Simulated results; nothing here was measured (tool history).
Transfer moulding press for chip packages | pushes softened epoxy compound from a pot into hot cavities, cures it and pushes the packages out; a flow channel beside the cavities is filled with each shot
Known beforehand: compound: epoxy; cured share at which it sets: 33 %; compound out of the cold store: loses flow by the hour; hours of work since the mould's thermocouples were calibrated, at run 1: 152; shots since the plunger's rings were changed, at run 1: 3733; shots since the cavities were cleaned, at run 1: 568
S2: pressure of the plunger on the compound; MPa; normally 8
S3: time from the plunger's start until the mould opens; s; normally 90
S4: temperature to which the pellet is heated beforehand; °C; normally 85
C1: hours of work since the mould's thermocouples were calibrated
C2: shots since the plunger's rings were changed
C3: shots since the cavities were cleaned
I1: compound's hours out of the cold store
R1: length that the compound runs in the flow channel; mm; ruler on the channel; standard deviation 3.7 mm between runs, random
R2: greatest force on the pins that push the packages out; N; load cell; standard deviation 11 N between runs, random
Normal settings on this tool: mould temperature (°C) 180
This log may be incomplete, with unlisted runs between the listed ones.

run 1 hour=0 | mould_temperature_(°C)=180 S2=8 S3=90 S4=85 | C1=152 C2=3733 C3=568 | I1=45.4 | R1=692 R2=499
run 2 hour=19.6 | mould_temperature_(°C)=180 S2=8 S3=90 S4=90 | C1=163 C2=3964 C3=799 | I1=45.2 | R1=700 R2=472
-- hour=45.1 cavities cleaned with cleaning compound and waxed
run 3 hour=53 | mould_temperature_(°C)=180 S2=8 S3=90 S4=90 | C1=181 C2=4339 C3=93 | I1=41.6 | R1=708 R2=489
-- hour=98.2 plunger's sealing rings changed
run 4 hour=98.9 | mould_temperature_(°C)=186 S2=8 S3=90 S4=90 | C1=205 C2=8 C3=603 | I1=39.2 | R1=698 R2=395
run 5 hour=132.4 | mould_temperature_(°C)=173 S2=8 S3=90 S4=90 | C1=223 C2=402 C3=997 | I1=14 | R1=804 R2=858
-- hour=140.2 cavities cleaned with cleaning compound and waxed
run 6 hour=169.2 | mould_temperature_(°C)=180 S2=8 S3=90 S4=85 | C1=243 C2=817 C3=341 | I1=35.6 | R1=727 R2=501
run 7 hour=203.2 | mould_temperature_(°C)=180 S2=8 S3=90 S4=85 | C1=262 C2=1216 C3=740 | I1=41.9 | R1=705 R2=472
run 8 hour=225.3 | mould_temperature_(°C)=176 S2=8 S3=90 S4=85 | C1=274 C2=1476 C3=1000 | I1=38.5 | R1=725 R2=651
-- hour=232.9 cavities cleaned with cleaning compound and waxed
run 9 hour=251.9 | mould_temperature_(°C)=176 S2=8 S3=90 S4=85 | C1=288 C2=1772 C3=224 | I1=27.7 | R1=753 R2=650
run 10 hour=291.2 | mould_temperature_(°C)=176 S2=8 S3=90 S4=85 | C1=310 C2=2234 C3=686 | I1=30 | R1=754 R2=652
-- hour=327.1 cavities cleaned with cleaning compound and waxed
run 11 hour=332.4 | mould_temperature_(°C)=180 S2=8 S3=90 S4=78 | C1=332 C2=2700 C3=61 | I1=43.2 | R1=710 R2=472
run 12 hour=352.3 | mould_temperature_(°C)=180 S2=8 S3=90 S4=78 | C1=343 C2=2935 C3=296 | I1=28.6 | R1=742 R2=510
run 13 hour=394.1 | mould_temperature_(°C)=180 S2=8 S3=90 S4=78 | C1=367 C2=3426 C3=787 | I1=9.6 | R1=786 R2=534
-- hour=419 cavities cleaned with cleaning compound and waxed
run 14 hour=439.2 | mould_temperature_(°C)=180 S2=8 S3=90 S4=78 | C1=391 C2=3939 C3=238 | I1=39 | R1=715 R2=491
run 15 hour=470.8 | mould_temperature_(°C)=180 S2=9.64 S3=90 S4=85 | C1=409 C2=4311 C3=610 | I1=11.4 | R1=865 R2=518
run 16 hour=494 | mould_temperature_(°C)=180 S2=6.13 S3=90 S4=85 | C1=421 C2=4583 C3=882 | I1=38.4 | R1=629 R2=496
-- hour=510.5 cavities cleaned with cleaning compound and waxed
-- hour=518.1 plunger's sealing rings changed
run 17 hour=534.4 | mould_temperature_(°C)=180 S2=6.26 S3=77 S4=85 | C1=442 C2=192 C3=251 | I1=34.5 | R1=647 R2=682
run 18 hour=567.4 | mould_temperature_(°C)=184 S2=8.33 S3=90 S4=85 | C1=460 C2=581 C3=640 | I1=37.9 | R1=715 R2=412
run 19 hour=587.2 | mould_temperature_(°C)=184 S2=8.33 S3=90 S4=85 | C1=471 C2=813 C3=872 | I1=47.6 | R1=694 R2=413
-- hour=607.3 cavities cleaned with cleaning compound and waxed
run 20 hour=627.9 | mould_temperature_(°C)=180 S2=6.47 S3=90 S4=91 | C1=493 C2=1274 C3=242 | I1=14.3 | R1=702 R2=474
run 21 hour=667.3 | mould_temperature_(°C)=180 S2=8 S3=99 S4=84 | C1=515 C2=1737 C3=705 | I1=40.3 | R1=712 R2=432
run 22 hour=686.8 | mould_temperature_(°C)=180 S2=6.48 S3=90 S4=93 | C1=526 C2=1967 C3=935 | I1=14.5 | R1=694 R2=497
-- hour=700.9 cavities cleaned with cleaning compound and waxed
run 23 hour=709.8 | mould_temperature_(°C)=177 S2=8 S3=75 S4=85 | C1=538 C2=2220 C3=105 | I1=10.1 | R1=802 R2=1027
run 24 hour=751.9 | mould_temperature_(°C)=181 S2=8 S3=128 S4=85 | C1=561 C2=2715 C3=600 | I1=11 | R1=785 R2=378
run 25 hour=786.7 | mould_temperature_(°C)=182 S2=8.4 S3=104 S4=93 | C1=581 C2=3124 C3=1009 | I1=47.2 | R1=707 R2=383
-- hour=794 cavities cleaned with cleaning compound and waxed
run 26 hour=825.3 | mould_temperature_(°C)=182 S2=8.4 S3=104 S4=93 | C1=601 C2=3560 C3=368 | I1=41.7 | R1=718 R2=367
run 27 hour=859.9 | mould_temperature_(°C)=182 S2=8.4 S3=104 S4=93 | C1=621 C2=3967 C3=775 | I1=25.9 | R1=754 R2=387
-- hour=885.8 cavities cleaned with cleaning compound and waxed
run 28 hour=892.6 | mould_temperature_(°C)=182 S2=8.4 S3=109 S4=93 | C1=638 C2=4333 C3=79 | I1=18.3 | R1=782 R2=388
run 29 hour=919.7 | mould_temperature_(°C)=187 S2=6.78 S3=90 S4=85 | C1=653 C2=4652 C3=398 | I1=11.5 | R1=702 R2=384

Here are 3 independent what-if runs from the current tool condition. What would each one return?
-- hour=937.9 plunger's sealing rings changed
run A hour=965.5 | mould_temperature_(°C)=184 S2=6.78 S3=85 S4=85 | C1=677 C2=325 C3=908 | I1=14.9 | R1=? R2=?
-- hour=937.9 plunger's sealing rings changed
run B hour=965.5 | mould_temperature_(°C)=187 S2=6.78 S3=90 S4=92 | C1=677 C2=325 C3=908 | I1=10.3 | R1=? R2=?
-- hour=937.9 plunger's sealing rings changed
run C hour=965.5 | mould_temperature_(°C)=185 S2=6.78 S3=90 S4=85 | C1=677 C2=325 C3=908 | I1=27.4 | R1=? R2=?

run=A R1=698 R2=482
run=B R1=702 R2=393
run=C R1=668 R2=413
With the hidden condition removed and each run's random variation left untouched, the same runs would have given:
run=A R1=698 R2=479
run=B R1=702 R2=391
run=C R1=668 R2=411
